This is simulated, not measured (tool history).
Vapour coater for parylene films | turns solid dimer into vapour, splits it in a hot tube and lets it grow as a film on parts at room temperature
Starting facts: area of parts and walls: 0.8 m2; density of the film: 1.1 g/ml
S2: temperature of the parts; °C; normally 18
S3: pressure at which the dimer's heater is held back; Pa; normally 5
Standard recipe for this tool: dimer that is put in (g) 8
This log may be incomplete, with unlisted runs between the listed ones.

{"run": 1, "hour": 0.0, "dimer that is put in (g)": 8, "S2": 18, "S3": 5, "thickness of the film (µm)": 6.36}
{"run": 2, "hour": 21.5, "dimer that is put in (g)": 8, "S2": 18, "S3": 5, "thickness of the film (µm)": 6.45}
{"run": 3, "hour": 31.6, "dimer that is put in (g)": 8, "S2": 18, "S3": 5, "thickness of the film (µm)": 6.45}
{"run": 4, "hour": 47.3, "dimer that is put in (g)": 4, "S2": 18, "S3": 5, "thickness of the film (µm)": 3.17}
{"run": 5, "hour": 57.8, "dimer that is put in (g)": 4, "S2": 18, "S3": 5, "thickness of the film (µm)": 3.17}
{"run": 6, "hour": 71.3, "dimer that is put in (g)": 8, "S2": 18, "S3": 5, "thickness of the film (µm)": 6.21}
{"run": 7, "hour": 91.5, "dimer that is put in (g)": 8, "S2": 12, "S3": 5, "thickness of the film (µm)": 8.27}
{"run": 8, "hour": 100.8, "dimer that is put in (g)": 8, "S2": 26, "S3": 5, "thickness of the film (µm)": 4.44}
{"run": 9, "hour": 110.8, "dimer that is put in (g)": 8, "S2": 26, "S3": 5, "thickness of the film (µm)": 4.48}
{"run": 10, "hour": 132.0, "dimer that is put in (g)": 7, "S2": 18, "S3": 5, "thickness of the film (µm)": 5.53}
{"run": 11, "hour": 141.2, "dimer that is put in (g)": 8, "S2": 18, "S3": 5, "thickness of the film (µm)": 6.32}
{"run": 12, "hour": 155.4, "dimer that is put in (g)": 8, "S2": 15, "S3": 5, "thickness of the film (µm)": 7.16}
{"run": 13, "hour": 173.8, "dimer that is put in (g)": 8, "S2": 15, "S3": 5, "thickness of the film (µm)": 7.17}
{"run": 14, "hour": 185.7, "dimer that is put in (g)": 8, "S2": 18, "S3": 5.26, "thickness of the film (µm)": 6.22}
{"run": 15, "hour": 201.4, "dimer that is put in (g)": 8, "S2": 18, "S3": 5.26, "thickness of the film (µm)": 6.27}
{"run": 16, "hour": 215.2, "dimer that is put in (g)": 8, "S2": 18, "S3": 5.26, "thickness of the film (µm)": 6.24}
{"run": 17, "hour": 230.7, "dimer that is put in (g)": 8, "S2": 18, "S3": 5.26, "thickness of the film (µm)": 6.21}
{"run": 18, "hour": 248.0, "dimer that is put in (g)": 8, "S2": 18, "S3": 5.26, "thickness of the film (µm)": 6.18}
{"run": 19, "hour": 266.4, "dimer that is put in (g)": 8, "S2": 18, "S3": 5.26, "thickness of the film (µm)": 6.15}
{"run": 20, "hour": 279.4, "dimer that is put in (g)": 8, "S2": 18, "S3": 5, "thickness of the film (µm)": 6.15}
{"run": 21, "hour": 295.8, "dimer that is put in (g)": 8, "S2": 18, "S3": 5, "thickness of the film (µm)": 6.12}
{"run": 22, "hour": 309.3, "dimer that is put in (g)": 14, "S2": 18, "S3": 5, "thickness of the film (µm)": 10.61}
{"run": 23, "hour": 320.3, "dimer that is put in (g)": 14, "S2": 18, "S3": 5, "thickness of the film (µm)": 10.79}
{"run": 24, "hour": 331.8, "dimer that is put in (g)": 8, "S2": 18, "S3": 5, "thickness of the film (µm)": 6.15}
{"run": 25, "hour": 343.1, "dimer that is put in (g)": 3, "S2": 16, "S3": 6.94, "thickness of the film (µm)": 2.4}
{"run": 26, "hour": 361.7, "dimer that is put in (g)": 9, "S2": 18, "S3": 10.59, "thickness of the film (µm)": 6.32}
{"run": 27, "hour": 377.3, "dimer that is put in (g)": 9, "S2": 18, "S3": 10.59, "thickness of the film (µm)": 6.26}
{"run": 28, "hour": 387.5, "dimer that is put in (g)": 9, "S2": 18, "S3": 9.69, "thickness of the film (µm)": 6.29}
{"run": 29, "hour": 409.3, "dimer that is put in (g)": 11, "S2": 16, "S3": 2.73, "thickness of the film (µm)": 9.75}
{"run": 30, "hour": 419.2, "dimer that is put in (g)": 5, "S2": 22, "S3": 2.13, "thickness of the film (µm)": 3.52}
{"hour": 425.1, "done": "trap's valve overhauled"}
{"run": 31, "hour": 435.9, "dimer that is put in (g)": 4, "S2": 20, "S3": 5, "thickness of the film (µm)": 3}
{"run": 32, "hour": 457.9, "dimer that is put in (g)": 8, "S2": 15, "S3": 4.21, "thickness of the film (µm)": 7.76}
{"run": 33, "hour": 476.9, "dimer that is put in (g)": 8, "S2": 15, "S3": 4.21, "thickness of the film (µm)": 7.68}
{"run": 34, "hour": 499.4, "dimer that is put in (g)": 8, "S2": 15, "S3": 4.21, "thickness of the film (µm)": 7.64}
{"run": 35, "hour": 509.7, "dimer that is put in (g)": 4, "S2": 21, "S3": 4.21, "thickness of the film (µm)": 2.94}
{"run": 36, "hour": 520.9, "dimer that is put in (g)": 4, "S2": 21, "S3": 4.21, "thickness of the film (µm)": 2.95}
{"run": 37, "hour": 539.4, "dimer that is put in (g)": 9, "S2": 11, "S3": 4.21, "thickness of the film (µm)": 9.84}
{"run": 38, "hour": 555.5, "dimer that is put in (g)": 8, "S2": 30, "S3": 5.13, "thickness of the film (µm)": 3.86}
{"run": 39, "hour": 574.5, "dimer that is put in (g)": 8, "S2": 17, "S3": 4.12, "thickness of the film (µm)": 6.91}
{"run": 40, "hour": 584.2, "dimer that is put in (g)": 11, "S2": 12, "S3": 3.45, "thickness of the film (µm)": 12.07}
{"run": 41, "hour": 604.6, "dimer that is put in (g)": 11, "S2": 12, "S3": 3.45, "thickness of the film (µm)": 11.95}
{"run": 42, "hour": 623.7, "dimer that is put in (g)": 11, "S2": 12, "S3": 3.45, "thickness of the film (µm)": 11.9}
{"run": 43, "hour": 639.7, "dimer that is put in (g)": 11, "S2": 12, "S3": 3.45, "thickness of the film (µm)": 11.7}
{"run": 44, "hour": 649.7, "dimer that is put in (g)": 11, "S2": 12, "S3": 10.26, "thickness of the film (µm)": 10.82}
{"run": 45, "hour": 660.4, "dimer that is put in (g)": 11, "S2": 12, "S3": 10.26, "thickness of the film (µm)": 10.79}
{"run": 46, "hour": 676.9, "dimer that is put in (g)": 4, "S2": 18, "S3": 5.79, "thickness of the film (µm)": 3.15}
{"run": 47, "hour": 692.4, "dimer that is put in (g)": 4, "S2": 24, "S3": 5.22, "thickness of the film (µm)": 2.5}

Each row is a separate what-if for the run after 47, all from the same tool condition, not one after another. Results?
{"run": "A", "hour": 710.6, "dimer that is put in (g)": 7, "S2": 24, "S3": 7.07, "thickness of the film (µm)": "?"}
{"run": "B", "hour": 710.6, "dimer that is put in (g)": 3, "S2": 20, "S3": 6.39, "thickness of the film (µm)": "?"}
{"run": "C", "hour": 710.6, "dimer that is put in (g)": 5, "S2": 22, "S3": 3.45, "thickness of the film (µm)": "?"}

run=A thickness_of_the_film_(µm)=4.17
run=B thickness_of_the_film_(µm)=2.13
run=C thickness_of_the_film_(µm)=3.5
The same runs, with their run-to-run variation unchanged, on a tool lacking any hidden condition would have given:
run=A thickness_of_the_film_(µm)=4.41
run=B thickness_of_the_film_(µm)=2.25
run=C thickness_of_the_film_(µm)=3.7

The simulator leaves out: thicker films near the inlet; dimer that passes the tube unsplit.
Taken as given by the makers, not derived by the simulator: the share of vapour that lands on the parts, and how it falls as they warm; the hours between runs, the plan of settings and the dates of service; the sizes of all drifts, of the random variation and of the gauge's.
